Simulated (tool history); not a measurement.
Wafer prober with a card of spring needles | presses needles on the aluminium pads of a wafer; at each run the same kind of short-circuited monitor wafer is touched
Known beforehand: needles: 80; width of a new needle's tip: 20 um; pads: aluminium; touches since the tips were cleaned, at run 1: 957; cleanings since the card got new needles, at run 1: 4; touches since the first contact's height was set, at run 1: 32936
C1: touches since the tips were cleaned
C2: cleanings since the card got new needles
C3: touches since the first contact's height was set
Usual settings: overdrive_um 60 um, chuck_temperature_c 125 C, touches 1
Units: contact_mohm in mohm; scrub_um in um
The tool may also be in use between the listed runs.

{"run": 1, "hour": 0.0, "overdrive_um": 60, "chuck_temperature_c": 125, "touches": 1, "C1": 957, "C2": 4, "C3": 32936, "contact_mohm": 153, "scrub_um": 14.74}
{"run": 2, "hour": 6.7, "overdrive_um": 60, "chuck_temperature_c": 125, "touches": 1, "C1": 3742, "C2": 4, "C3": 35721, "contact_mohm": 155, "scrub_um": 14.71}
{"hour": 14.8, "done": "tips cleaned on abrasive film"}
{"run": 3, "hour": 17.2, "overdrive_um": 60, "chuck_temperature_c": 125, "touches": 1, "C1": 996, "C2": 5, "C3": 40048, "contact_mohm": 150, "scrub_um": 14.84}
{"run": 4, "hour": 24.6, "overdrive_um": 60, "chuck_temperature_c": 125, "touches": 2, "C1": 4058, "C2": 5, "C3": 43110, "contact_mohm": 147, "scrub_um": 14.66}
{"hour": 32.4, "done": "tips cleaned on abrasive film"}
{"run": 5, "hour": 34.7, "overdrive_um": 60, "chuck_temperature_c": 125, "touches": 2, "C1": 946, "C2": 6, "C3": 47260, "contact_mohm": 152, "scrub_um": 14.68}
{"run": 6, "hour": 44.4, "overdrive_um": 60, "chuck_temperature_c": 125, "touches": 1, "C1": 5003, "C2": 6, "C3": 51317, "contact_mohm": 151, "scrub_um": 14.76}
{"hour": 49.5, "done": "tips cleaned on abrasive film"}
{"run": 7, "hour": 52.0, "overdrive_um": 60, "chuck_temperature_c": 125, "touches": 1, "C1": 1019, "C2": 7, "C3": 54416, "contact_mohm": 152, "scrub_um": 14.63}
{"run": 8, "hour": 59.4, "overdrive_um": 60, "chuck_temperature_c": 125, "touches": 1, "C1": 4104, "C2": 7, "C3": 57501, "contact_mohm": 152, "scrub_um": 14.68}
{"run": 9, "hour": 65.2, "overdrive_um": 60, "chuck_temperature_c": 125, "touches": 1, "C1": 6518, "C2": 7, "C3": 59915, "contact_mohm": 151, "scrub_um": 14.72}
{"hour": 66.4, "done": "tips cleaned on abrasive film"}
{"run": 10, "hour": 74.8, "overdrive_um": 60, "chuck_temperature_c": 125, "touches": 1, "C1": 3488, "C2": 8, "C3": 63847, "contact_mohm": 155, "scrub_um": 14.57}
{"hour": 83.3, "done": "tips cleaned on abrasive film"}
{"run": 11, "hour": 83.9, "overdrive_um": 60, "chuck_temperature_c": 125, "touches": 1, "C1": 236, "C2": 9, "C3": 67582, "contact_mohm": 152, "scrub_um": 14.61}
{"run": 12, "hour": 91.2, "overdrive_um": 67, "chuck_temperature_c": 125, "touches": 1, "C1": 3280, "C2": 9, "C3": 70626, "contact_mohm": 149, "scrub_um": 16.38}
{"run": 13, "hour": 96.1, "overdrive_um": 63, "chuck_temperature_c": 28, "touches": 1, "C1": 5319, "C2": 9, "C3": 72665, "contact_mohm": 137, "scrub_um": 15.32}
{"hour": 100.1, "done": "tips cleaned on abrasive film"}
{"run": 14, "hour": 103.6, "overdrive_um": 65, "chuck_temperature_c": 34, "touches": 3, "C1": 1444, "C2": 10, "C3": 75740, "contact_mohm": 136, "scrub_um": 15.86}
{"run": 15, "hour": 112.9, "overdrive_um": 55, "chuck_temperature_c": 34, "touches": 3, "C1": 5316, "C2": 10, "C3": 79612, "contact_mohm": 139, "scrub_um": 13.44}
{"hour": 116.9, "done": "tips cleaned on abrasive film"}
{"run": 16, "hour": 121.6, "overdrive_um": 68, "chuck_temperature_c": 52, "touches": 3, "C1": 1963, "C2": 11, "C3": 83185, "contact_mohm": 141, "scrub_um": 16.61}
{"run": 17, "hour": 130.3, "overdrive_um": 68, "chuck_temperature_c": 52, "touches": 3, "C1": 5568, "C2": 11, "C3": 86790, "contact_mohm": 140, "scrub_um": 16.66}
{"hour": 133.7, "done": "tips cleaned on abrasive film"}
{"run": 18, "hour": 137.5, "overdrive_um": 68, "chuck_temperature_c": 52, "touches": 1, "C1": 1574, "C2": 12, "C3": 89734, "contact_mohm": 140, "scrub_um": 16.54}
{"run": 19, "hour": 145.2, "overdrive_um": 68, "chuck_temperature_c": 52, "touches": 1, "C1": 4798, "C2": 12, "C3": 92958, "contact_mohm": 137, "scrub_um": 16.6}
{"hour": 151.0, "done": "tips cleaned on abrasive film"}
{"run": 20, "hour": 154.0, "overdrive_um": 42, "chuck_temperature_c": 39, "touches": 2, "C1": 1254, "C2": 13, "C3": 96578, "contact_mohm": 145, "scrub_um": 10.19}

Consider 5 possible next runs. They are alternatives, not a sequence: every one starts from the tool as it was left by run 20. What does each give?
{"run": "A", "hour": 161.6, "overdrive_um": 72, "chuck_temperature_c": 52, "touches": 1, "C1": 4387, "C2": 13, "C3": 99711, "contact_mohm": "?", "scrub_um": "?"}
{"run": "B", "hour": 161.6, "overdrive_um": 69, "chuck_temperature_c": 125, "touches": 1, "C1": 4387, "C2": 13, "C3": 99711, "contact_mohm": "?", "scrub_um": "?"}
{"run": "C", "hour": 161.6, "overdrive_um": 55, "chuck_temperature_c": 35, "touches": 2, "C1": 4387, "C2": 13, "C3": 99711, "contact_mohm": "?", "scrub_um": "?"}
{"run": "D", "hour": 161.6, "overdrive_um": 69, "chuck_temperature_c": 37, "touches": 1, "C1": 4387, "C2": 13, "C3": 99711, "contact_mohm": "?", "scrub_um": "?"}
{"run": "E", "hour": 161.6, "overdrive_um": 40, "chuck_temperature_c": 62, "touches": 1, "C1": 4387, "C2": 13, "C3": 99711, "contact_mohm": "?", "scrub_um": "?"}

run=A contact_mohm=135 scrub_um=17.52
run=B contact_mohm=150 scrub_um=16.76
run=C contact_mohm=138 scrub_um=13.41
run=D contact_mohm=135 scrub_um=16.67
run=E contact_mohm=147 scrub_um=9.68
Take away the tool's hidden state, keep each run's random variation, and the runs would have read:
run=A contact_mohm=135 scrub_um=17.71
run=B contact_mohm=150 scrub_um=16.94
run=C contact_mohm=137 scrub_um=13.56
run=D contact_mohm=135 scrub_um=16.85
run=E contact_mohm=147 scrub_um=9.79

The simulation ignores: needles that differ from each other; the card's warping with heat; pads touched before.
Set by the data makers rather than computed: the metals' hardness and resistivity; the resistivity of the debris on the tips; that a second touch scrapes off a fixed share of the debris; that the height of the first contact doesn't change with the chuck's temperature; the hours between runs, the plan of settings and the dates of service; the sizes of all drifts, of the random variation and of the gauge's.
